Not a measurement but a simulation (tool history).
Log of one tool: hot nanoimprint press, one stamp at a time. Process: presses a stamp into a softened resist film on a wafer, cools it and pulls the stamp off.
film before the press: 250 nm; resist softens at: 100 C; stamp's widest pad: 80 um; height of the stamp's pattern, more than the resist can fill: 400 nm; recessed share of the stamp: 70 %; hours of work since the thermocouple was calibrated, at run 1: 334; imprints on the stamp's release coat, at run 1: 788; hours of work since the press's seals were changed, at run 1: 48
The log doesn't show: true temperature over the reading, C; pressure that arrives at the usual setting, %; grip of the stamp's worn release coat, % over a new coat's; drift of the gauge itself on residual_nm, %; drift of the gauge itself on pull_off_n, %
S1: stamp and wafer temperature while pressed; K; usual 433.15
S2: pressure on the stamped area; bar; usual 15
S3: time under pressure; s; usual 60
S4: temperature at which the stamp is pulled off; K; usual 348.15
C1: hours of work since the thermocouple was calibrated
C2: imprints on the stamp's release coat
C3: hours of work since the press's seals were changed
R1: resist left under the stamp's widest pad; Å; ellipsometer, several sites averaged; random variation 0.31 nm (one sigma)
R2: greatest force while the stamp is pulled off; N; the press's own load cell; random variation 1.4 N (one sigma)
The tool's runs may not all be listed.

{"run": 1, "hour": 0.0, "S1": 433.15, "S2": 15, "S3": 60, "S4": 348.15, "C1": 334, "C2": 788, "C3": 48, "R1": 1101, "R2": 141}
{"run": 2, "hour": 8.4, "S1": 433.15, "S2": 15, "S3": 102, "S4": 348.15, "C1": 340, "C2": 822, "C3": 54, "R1": 912, "R2": 143}
{"run": 3, "hour": 15.0, "S1": 433.15, "S2": 15, "S3": 102, "S4": 348.15, "C1": 345, "C2": 847, "C3": 59, "R1": 915, "R2": 140}
{"run": 4, "hour": 21.0, "S1": 433.15, "S2": 15, "S3": 102, "S4": 348.15, "C1": 349, "C2": 871, "C3": 64, "R1": 913, "R2": 144}
{"run": 5, "hour": 31.9, "S1": 433.15, "S2": 15, "S3": 50, "S4": 348.15, "C1": 357, "C2": 914, "C3": 72, "R1": 1182, "R2": 147}
{"run": 6, "hour": 43.3, "S1": 433.15, "S2": 15, "S3": 50, "S4": 348.15, "C1": 366, "C2": 959, "C3": 80, "R1": 1186, "R2": 145}
{"run": 7, "hour": 51.9, "S1": 433.15, "S2": 15, "S3": 50, "S4": 348.15, "C1": 372, "C2": 993, "C3": 86, "R1": 1186, "R2": 146}
{"run": 8, "hour": 59.8, "S1": 433.15, "S2": 15, "S3": 50, "S4": 336.15, "C1": 378, "C2": 1024, "C3": 92, "R1": 1184, "R2": 176}
{"run": 9, "hour": 69.5, "S1": 433.15, "S2": 15, "S3": 50, "S4": 336.15, "C1": 385, "C2": 1063, "C3": 99, "R1": 1182, "R2": 179}
{"run": 10, "hour": 76.0, "S1": 433.15, "S2": 23.7, "S3": 60, "S4": 345.15, "C1": 390, "C2": 1088, "C3": 104, "R1": 879, "R2": 158}
{"run": 11, "hour": 81.3, "S1": 433.15, "S2": 15.9, "S3": 35, "S4": 348.15, "C1": 394, "C2": 1109, "C3": 108, "R1": 1298, "R2": 149}
{"run": 12, "hour": 88.0, "S1": 433.15, "S2": 15.9, "S3": 35, "S4": 348.15, "C1": 399, "C2": 1135, "C3": 113, "R1": 1301, "R2": 150}
{"run": 13, "hour": 100.5, "S1": 432.15, "S2": 15, "S3": 62, "S4": 348.15, "C1": 408, "C2": 1185, "C3": 122, "R1": 1155, "R2": 152}
{"run": 14, "hour": 112.3, "S1": 433.15, "S2": 15, "S3": 45, "S4": 348.15, "C1": 416, "C2": 1231, "C3": 131, "R1": 1232, "R2": 151}
{"run": 15, "hour": 123.3, "S1": 433.15, "S2": 19.4, "S3": 45, "S4": 348.15, "C1": 425, "C2": 1274, "C3": 139, "R1": 1085, "R2": 152}
{"run": 16, "hour": 128.4, "S1": 438.15, "S2": 12.2, "S3": 113, "S4": 343.15, "C1": 428, "C2": 1294, "C3": 143, "R1": 795, "R2": 167}
{"run": 17, "hour": 140.5, "S1": 430.15, "S2": 12.8, "S3": 113, "S4": 343.15, "C1": 437, "C2": 1342, "C3": 152, "R1": 1110, "R2": 164}

Forecast each of these 5 alternatives for the next run:
{"run": "A", "hour": 151.7, "S1": 433.15, "S2": 12.8, "S3": 60, "S4": 341.15, "C1": 445, "C2": 1387, "C3": 160, "R1": "?", "R2": "?"}
{"run": "B", "hour": 151.7, "S1": 433.15, "S2": 18.3, "S3": 60, "S4": 349.15, "C1": 445, "C2": 1387, "C3": 160, "R1": "?", "R2": "?"}
{"run": "C", "hour": 151.7, "S1": 423.15, "S2": 15, "S3": 60, "S4": 348.15, "C1": 445, "C2": 1387, "C3": 160, "R1": "?", "R2": "?"}
{"run": "D", "hour": 151.7, "S1": 433.15, "S2": 12.7, "S3": 84, "S4": 352.15, "C1": 445, "C2": 1387, "C3": 160, "R1": "?", "R2": "?"}
{"run": "E", "hour": 151.7, "S1": 430.15, "S2": 17.8, "S3": 113, "S4": 343.15, "C1": 445, "C2": 1387, "C3": 160, "R1": "?", "R2": "?"}

run=A R1=1215 R2=172
run=B R1=1017 R2=149
run=C R1=1699 R2=156
run=D R1=1081 R2=142
run=E R1=938 R2=169
Without the tool's hidden state the same runs would have given:
run=A R1=1149 R2=143
run=B R1=958 R2=123
run=C R1=1617 R2=129
run=D R1=1020 R2=117
run=E R1=880 R2=140
